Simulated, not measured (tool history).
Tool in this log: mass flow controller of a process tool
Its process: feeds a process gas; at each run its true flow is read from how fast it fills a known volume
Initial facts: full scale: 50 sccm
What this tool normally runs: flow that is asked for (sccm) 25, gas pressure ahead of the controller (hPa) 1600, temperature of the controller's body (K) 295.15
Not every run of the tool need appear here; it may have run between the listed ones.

| run | hour | flow that is asked for (sccm) | gas pressure ahead of the controller (hPa) | temperature of the controller's body (K) | true flow (%) |
|---|---|---|---|---|---|
| 1 | 0.0 | 25 | 1600 | 295.15 | 99.43 |
| 2 | 51.4 | 25 | 1600 | 295.15 | 99.37 |
| 3 | 96.4 | 25 | 1600 | 295.15 | 99.51 |
| 4 | 143.7 | 32 | 1600 | 295.15 | 99.44 |
| 5 | 192.0 | 32 | 1600 | 295.15 | 99.44 |
| 6 | 245.3 | 32 | 2580 | 295.15 | 99.12 |
| 7 | 306.1 | 38 | 1600 | 295.15 | 99.40 |
| 8 | 345.0 | 38 | 1600 | 295.15 | 99.53 |
| 9 | 416.1 | 17 | 1600 | 295.15 | 99.30 |
| 10 | 466.6 | 25 | 2620 | 295.15 | 99.06 |
| 11 | 539.3 | 25 | 1600 | 306.15 | 100.49 |
| 12 | 607.3 | 11 | 1600 | 295.15 | 99.24 |
| 13 | 653.5 | 11 | 1600 | 295.15 | 99.45 |
| 14 | 716.8 | 25 | 1600 | 308.15 | 100.75 |
| 15 | 788.5 | 10 | 1600 | 308.15 | 100.89 |
| 16 | 827.3 | 10 | 1600 | 304.15 | 100.43 |
| 17 | 883.8 | 10 | 1600 | 304.15 | 100.33 |
| 18 | 952.3 | 10 | 1600 | 304.15 | 100.42 |
| 19 | 1010.3 | 10 | 1600 | 304.15 | 100.53 |
| 20 | 1082.0 | 25 | 1600 | 294.15 | 99.22 |
| 21 | 1121.9 | 25 | 1600 | 294.15 | 99.21 |
| 22 | 1183.8 | 25 | 1600 | 294.15 | 99.15 |
| 23 | 1231.9 | 25 | 2330 | 294.15 | 98.90 |
| 24 | 1271.9 | 25 | 1590 | 294.15 | 99.22 |
| 25 | 1320.2 | 25 | 1590 | 294.15 | 99.16 |
| 26 | 1358.7 | 25 | 1590 | 294.15 | 99.18 |
| 27 | 1397.3 | 25 | 1590 | 294.15 | 99.27 |
| 28 | 1463.0 | 12 | 2690 | 299.15 | 99.56 |
| 29 | 1497.7 | 12 | 2690 | 299.15 | 99.47 |
| 30 | 1536.9 | 33 | 2000 | 299.15 | 99.65 |
| 31 | 1600.7 | 6 | 2400 | 305.15 | 100.57 |
| 32 | 1657.7 | 6 | 1700 | 305.15 | 100.74 |
| 33 | 1721.2 | 6 | 1700 | 305.15 | 100.78 |
| 34 | 1758.7 | 25 | 1990 | 309.15 | 100.53 |
| 35 | 1825.8 | 10 | 1600 | 310.15 | 100.95 |
| 36 | 1883.3 | 10 | 1600 | 310.15 | 101.13 |
| 37 | 1959.3 | 38 | 1600 | 295.15 | 99.37 |
| 38 | 2005.3 | 38 | 1600 | 295.15 | 99.29 |

Below are 5 alternative next runs, each starting from the tool's condition after run 38. Predict each:
| A | 2071.4 | 38 | 2550 | 295.15 | ? |
| B | 2071.4 | 5 | 1730 | 311.15 | ? |
| C | 2071.4 | 18 | 1600 | 295.15 | ? |
| D | 2071.4 | 5 | 1600 | 295.15 | ? |
| E | 2071.4 | 25 | 2760 | 295.15 | ? |

| run | true flow (%) |
|---|---|
| A | 98.89 |
| B | 101.73 |
| C | 99.23 |
| D | 100.13 |
| E | 98.83 |
Had the tool no hidden state, the same runs would have come out as:
| run | true flow (%) |
|---|---|
| A | 99.24 |
| B | 101.01 |
| C | 99.40 |
| D | 99.41 |
| E | 99.09 |
